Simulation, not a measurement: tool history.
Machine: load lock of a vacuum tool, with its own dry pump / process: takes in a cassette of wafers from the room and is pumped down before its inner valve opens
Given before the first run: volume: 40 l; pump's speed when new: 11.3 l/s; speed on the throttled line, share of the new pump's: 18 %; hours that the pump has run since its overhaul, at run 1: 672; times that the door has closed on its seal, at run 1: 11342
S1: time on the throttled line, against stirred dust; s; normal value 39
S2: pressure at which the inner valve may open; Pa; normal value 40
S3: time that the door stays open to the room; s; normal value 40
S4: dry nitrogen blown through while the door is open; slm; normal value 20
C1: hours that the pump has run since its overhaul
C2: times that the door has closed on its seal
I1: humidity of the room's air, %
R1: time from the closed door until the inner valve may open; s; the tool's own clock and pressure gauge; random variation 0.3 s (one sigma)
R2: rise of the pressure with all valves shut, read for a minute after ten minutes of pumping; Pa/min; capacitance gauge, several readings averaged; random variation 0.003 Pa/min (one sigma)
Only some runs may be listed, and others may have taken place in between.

Run 1, hour 0: usual settings; C1 672; C2 11342; I1 41.7. Result: R1 59.5 s, R2 0.014 Pa/min.
Run 2, hour 116.1: usual settings; C1 788; C2 11638; I1 45.2. Result: R1 60 s, R2 0.013 Pa/min.
Run 3, hour 250.3: usual settings; C1 922; C2 11980; I1 42.9. Result: R1 59.8 s, R2 0.013 Pa/min.
Run 4, hour 348.4: usual settings but S3 149 s; C1 1020; C2 12231; I1 45.3. Result: R1 59.8 s, R2 0.036 Pa/min.
Run 5, hour 464.5: usual settings; C1 1136; C2 12527; I1 43.1. Result: R1 60.2 s, R2 0.014 Pa/min.
Run 6, hour 533.9: usual settings; C1 1206; C2 12704; I1 43.8. Result: R1 59.9 s, R2 0.016 Pa/min.
Run 7, hour 666.2: usual settings; C1 1338; C2 13041; I1 46.2. Result: R1 59.4 s, R2 0.016 Pa/min.
Run 8, hour 768.7: usual settings; C1 1440; C2 13303; I1 45.5. Result: R1 59.7 s, R2 0.02 Pa/min.
Run 9, hour 861.1: usual settings but S2 56 Pa, S4 22 slm; C1 1533; C2 13539; I1 42. Result: R1 58.8 s, R2 0.014 Pa/min.
Run 10, hour 935.9: usual settings but S1 53 s, S2 55 Pa, S3 38 s, S4 4 slm; C1 1608; C2 13729; I1 43.8. Result: R1 70 s, R2 0.02 Pa/min.
Run 11, hour 998.5: usual settings but S3 143 s, S4 8 slm; C1 1670; C2 13889; I1 47.5. Result: R1 60.2 s, R2 0.041 Pa/min.
Run 12, hour 1115.1: usual settings but S1 28 s, S4 27 slm; C1 1787; C2 14187; I1 46.1. Result: R1 51.1 s, R2 0.014 Pa/min.
Run 13, hour 1248.4: usual settings but S1 28 s, S4 27 slm; C1 1920; C2 14527; I1 45.6. Result: R1 51 s, R2 0.014 Pa/min.
Run 14, hour 1386.4: usual settings but S1 28 s, S4 27 slm; C1 2058; C2 14879; I1 46.4. Result: R1 50.8 s, R2 0.019 Pa/min.
Run 15, hour 1463.4: usual settings but S1 28 s, S2 30 Pa, S3 58 s, S4 27 slm; C1 2135; C2 15075; I1 45.8. Result: R1 51.7 s, R2 0.019 Pa/min.
Run 16, hour 1544.7: usual settings but S1 28 s, S2 30 Pa, S3 58 s, S4 27 slm; C1 2216; C2 15283; I1 45.2. Result: R1 51.2 s, R2 0.017 Pa/min.

Alternative continuations, all from the tool just after run 16; predict every row:
Run A, hour 1614.3: usual settings but S1 49 s, S2 41 Pa, S4 10 slm; C1 2286; C2 15460; I1 44.1. Result: R1 ?, R2 ?.
Run B, hour 1614.3: usual settings but S1 32 s, S2 77 Pa, S3 58 s, S4 27 slm; C1 2286; C2 15460; I1 44.8. Result: R1 ?, R2 ?.
Run C, hour 1614.3: usual settings but S2 38 Pa, S3 70 s; C1 2286; C2 15460; I1 45.2. Result: R1 ?, R2 ?.
Run D, hour 1614.3: usual settings but S4 23 slm; C1 2286; C2 15460; I1 44.8. Result: R1 ?, R2 ?.
Run E, hour 1614.3: usual settings; C1 2286; C2 15460; I1 44.8. Result: R1 ?, R2 ?.

run    R1     R2
  A  68.1  0.022
  B  51.9  0.018
  C  60.6  0.022
  D  60.1  0.022
  E  60.2  0.017
Stripped of hidden state, with their random variation kept, the same runs would have yielded:
run    R1     R2
  A  68.1  0.021
  B  51.9  0.017
  C  60.6  0.022
  D  60.1  0.022
  E  60.2  0.016
